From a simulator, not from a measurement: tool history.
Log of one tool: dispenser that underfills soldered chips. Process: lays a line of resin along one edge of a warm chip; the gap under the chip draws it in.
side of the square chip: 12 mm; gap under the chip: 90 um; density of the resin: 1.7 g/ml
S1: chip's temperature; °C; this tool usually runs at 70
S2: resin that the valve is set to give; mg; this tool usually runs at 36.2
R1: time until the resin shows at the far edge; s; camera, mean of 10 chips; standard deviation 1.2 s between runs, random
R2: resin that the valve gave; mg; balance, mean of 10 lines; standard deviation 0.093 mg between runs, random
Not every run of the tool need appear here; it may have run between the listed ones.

{"run": 1, "hour": 0.0, "S1": 70, "S2": 36.2, "R1": 214.6, "R2": 36.27}
{"run": 2, "hour": 12.0, "S1": 70, "S2": 36.6, "R1": 155.3, "R2": 36.4}
{"run": 3, "hour": 25.4, "S1": 70, "S2": 36.6, "R1": 128.3, "R2": 36.29}
{"run": 4, "hour": 34.4, "S1": 70, "S2": 36.6, "R1": 212.7, "R2": 36.21}
{"run": 5, "hour": 43.1, "S1": 78, "S2": 36.2, "R1": 100.2, "R2": 35.68}
{"run": 6, "hour": 51.0, "S1": 60, "S2": 36.2, "R1": 265.4, "R2": 35.74}
{"run": 7, "hour": 57.8, "S1": 60, "S2": 36.2, "R1": 403.5, "R2": 35.65}
{"run": 8, "hour": 69.8, "S1": 68, "S2": 36.2, "R1": 236.2, "R2": 35.71}
{"run": 9, "hour": 76.7, "S1": 70, "S2": 36.2, "R1": 121.7, "R2": 35.32}
{"run": 10, "hour": 92.5, "S1": 82, "S2": 36.2, "R1": 213.8, "R2": 35.36}
{"run": 11, "hour": 101.4, "S1": 82, "S2": 36.2, "R1": 130.1, "R2": 35.32}
{"run": 12, "hour": 109.3, "S1": 68, "S2": 36.2, "R1": 305.0, "R2": 35.12}
{"run": 13, "hour": 124.2, "S1": 70, "S2": 36.2, "R1": 253.5, "R2": 35.04}
{"run": 14, "hour": 139.0, "S1": 59, "S2": 44.5, "R1": 317.8, "R2": 42.93}
{"run": 15, "hour": 149.2, "S1": 70, "S2": 46.3, "R1": 153.4, "R2": 44.58}
{"run": 16, "hour": 163.0, "S1": 70, "S2": 46.3, "R1": 119.0, "R2": 46.41}
{"run": 17, "hour": 176.6, "S1": 84, "S2": 36.2, "R1": 174.3, "R2": 36.2}
{"run": 18, "hour": 186.4, "S1": 79, "S2": 36.2, "R1": 124.2, "R2": 36.05}
{"run": 19, "hour": 202.4, "S1": 79, "S2": 36.2, "R1": 120.6, "R2": 35.79}
{"run": 20, "hour": 212.6, "S1": 79, "S2": 36.2, "R1": 211.5, "R2": 35.97}
{"run": 21, "hour": 223.4, "S1": 79, "S2": 36.2, "R1": 143.8, "R2": 35.82}
{"run": 22, "hour": 233.8, "S1": 59, "S2": 35.0, "R1": 181.9, "R2": 34.68}
{"run": 23, "hour": 240.4, "S1": 77, "S2": 38.2, "R1": 156.1, "R2": 37.53}
{"run": 24, "hour": 253.8, "S1": 77, "S2": 38.2, "R1": 123.7, "R2": 37.4}
{"run": 25, "hour": 262.7, "S1": 77, "S2": 38.2, "R1": 208.6, "R2": 37.44}
{"run": 26, "hour": 271.5, "S1": 79, "S2": 39.5, "R1": 120.4, "R2": 38.84}

Between the runs listed above, the log contained 17 entries, not reproduced here. Where in the sequence does each belong, and how does what the log doesn't record of the tool's condition differ from the listed run before to the listed run after?
Between runs 1 and 2: new syringe of resin (hour 7.1)
  resin's viscosity, % of fresh resin's: 180 -> 131.1; dose that the valve gives, % of what is set: 99.73 -> 99.45; true chip temperature over the reading, C: 0.29 -> 0.31
  measured value less the no-hidden-state value, R1: +94.4 -> +35.8 s; R2: -0.10 -> -0.20 mg
Between runs 2 and 3: new syringe of resin (hour 24.3)
  resin's viscosity, % of fresh resin's: 131.1 -> 105.8; dose that the valve gives, % of what is set: 99.45 -> 99.16; true chip temperature over the reading, C: 0.31 -> 0.34
  measured value less the no-hidden-state value, R1: +35.8 -> +5.9 s; R2: -0.20 -> -0.31 mg
Between runs 4 and 5: new syringe of resin (hour 42.3)
  resin's viscosity, % of fresh resin's: 179.1 -> 104.9; dose that the valve gives, % of what is set: 98.96 -> 98.78; true chip temperature over the reading, C: 0.35 -> 0.36
  measured value less the no-hidden-state value, R1: +92.9 -> +3.9 s; R2: -0.38 -> -0.44 mg
Between runs 7 and 8: new syringe of resin (hour 59.2)
  resin's viscosity, % of fresh resin's: 246.8 -> 186.3; dose that the valve gives, % of what is set: 98.46 -> 98.22; true chip temperature over the reading, C: 0.39 -> 0.41
  measured value less the no-hidden-state value, R1: +238.1 -> +108.1 s; R2: -0.56 -> -0.65 mg
Between runs 8 and 9: new syringe of resin (hour 76.7)
  resin's viscosity, % of fresh resin's: 186.3 -> 101.3; dose that the valve gives, % of what is set: 98.22 -> 98.07; true chip temperature over the reading, C: 0.41 -> 0.42
  measured value less the no-hidden-state value, R1: +108.1 -> +0.2 s; R2: -0.65 -> -0.69 mg
Between runs 10 and 11: new syringe of resin (hour 94.0)
  resin's viscosity, % of fresh resin's: 254.8 -> 153.5; dose that the valve gives, % of what is set: 97.73 -> 97.54; true chip temperature over the reading, C: 0.44 -> 0.46
  measured value less the no-hidden-state value, R1: +128.9 -> +44.2 s; R2: -0.82 -> -0.89 mg
Between runs 12 and 13: new syringe of resin (hour 111.1)
  resin's viscosity, % of fresh resin's: 242.8 -> 215; dose that the valve gives, % of what is set: 97.4 -> 97.08; true chip temperature over the reading, C: 0.47 -> 0.49
  measured value less the no-hidden-state value, R1: +177.9 -> +134.1 s; R2: -0.94 -> -1.05 mg
Between runs 13 and 14: new syringe of resin (hour 128.0)
  resin's viscosity, % of fresh resin's: 215 -> 192.5; dose that the valve gives, % of what is set: 97.08 -> 96.78; true chip temperature over the reading, C: 0.49 -> 0.52
  measured value less the no-hidden-state value, R1: +134.1 -> +150.1 s; R2: -1.05 -> -1.43 mg
Between runs 14 and 15: new syringe of resin (hour 144.9)
  resin's viscosity, % of fresh resin's: 192.5 -> 128.4; dose that the valve gives, % of what is set: 96.78 -> 96.55; true chip temperature over the reading, C: 0.52 -> 0.54
  measured value less the no-hidden-state value, R1: +150.1 -> +32.0 s; R2: -1.43 -> -1.59 mg
Between runs 15 and 16: new syringe of resin (hour 162.0); dispensing valve cleaned and set on the balance (hour 163.0)
  resin's viscosity, % of fresh resin's: 128.4 -> 100.9; dose that the valve gives, % of what is set: 96.55 -> 100.14; true chip temperature over the reading, C: 0.54 -> 0.56
  measured value less the no-hidden-state value, R1: +32.0 -> -0.9 s; R2: -1.59 -> +0.06 mg
Between runs 17 and 18: new syringe of resin (hour 180.5)
  resin's viscosity, % of fresh resin's: 223.4 -> 138.4; dose that the valve gives, % of what is set: 99.82 -> 99.62; true chip temperature over the reading, C: 0.58 -> 0.59
  measured value less the no-hidden-state value, R1: +95.3 -> +33.1 s; R2: -0.07 -> -0.14 mg
Between runs 18 and 19: new syringe of resin (hour 197.7)
  resin's viscosity, % of fresh resin's: 138.4 -> 129.9; dose that the valve gives, % of what is set: 99.62 -> 99.29; true chip temperature over the reading, C: 0.59 -> 0.62
  measured value less the no-hidden-state value, R1: +33.1 -> +26.2 s; R2: -0.14 -> -0.25 mg
Between runs 20 and 21: new syringe of resin (hour 215.2)
  resin's viscosity, % of fresh resin's: 235.5 -> 161.2; dose that the valve gives, % of what is set: 99.08 -> 98.85; true chip temperature over the reading, C: 0.64 -> 0.66
  measured value less the no-hidden-state value, R1: +120.1 -> +53.0 s; R2: -0.34 -> -0.42 mg
Between runs 21 and 22: new syringe of resin (hour 232.0)
  resin's viscosity, % of fresh resin's: 161.2 -> 110.8; dose that the valve gives, % of what is set: 98.85 -> 98.61; true chip temperature over the reading, C: 0.66 -> 0.67
  measured value less the no-hidden-state value, R1: +53.0 -> +14.4 s; R2: -0.42 -> -0.49 mg
Between runs 23 and 24: new syringe of resin (hour 249.2)
  resin's viscosity, % of fresh resin's: 162.8 -> 128.5; dose that the valve gives, % of what is set: 98.46 -> 98.16; true chip temperature over the reading, C: 0.68 -> 0.7
  measured value less the no-hidden-state value, R1: +58.6 -> +25.5 s; R2: -0.59 -> -0.70 mg
Between runs 25 and 26: new syringe of resin (hour 266.4)
  resin's viscosity, % of fresh resin's: 215.8 -> 133.3; dose that the valve gives, % of what is set: 97.96 -> 97.78; true chip temperature over the reading, C: 0.72 -> 0.73
  measured value less the no-hidden-state value, R1: +110.1 -> +28.2 s; R2: -0.78 -> -0.88 mg
